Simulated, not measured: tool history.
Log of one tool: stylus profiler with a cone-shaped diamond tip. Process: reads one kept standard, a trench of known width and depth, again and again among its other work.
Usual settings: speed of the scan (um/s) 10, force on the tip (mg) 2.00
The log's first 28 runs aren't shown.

run	hour	speed of the scan (um/s)	force on the tip (mg)	depth of the trench (nm)	width of the trench's floor (µm)
29	809.8	38	0.95	1014.77	42.60
30	832.3	38	0.95	1014.72	42.69
31	852.2	6	1.75	1018.63	42.78
32	893.3	6	1.75	1018.96	42.75
33	927.3	34	2.49	1022.27	42.72
34	955.1	18	2.49	1022.53	42.73
35	974.8	18	2.49	1022.30	42.68
36	1001.7	5	4.65	1030.18	42.66
37	1042.9	4	1.33	1016.79	42.72
38	1065.8	7	0.85	1014.36	42.63

Forecast each of these 3 alternatives for the next run:
A	1106.1	14	1.06	?	?
B	1106.1	5	1.21	?	?
C	1106.1	39	0.95	?	?

run	depth of the trench (nm)	width of the trench's floor (µm)
A	1016.27	42.54
B	1016.46	42.57
C	1015.09	42.43
Without the tool's hidden state the same runs would have given:
run	depth of the trench (nm)	width of the trench's floor (µm)
A	1009.05	45.90
B	1009.24	45.94
C	1007.87	45.79
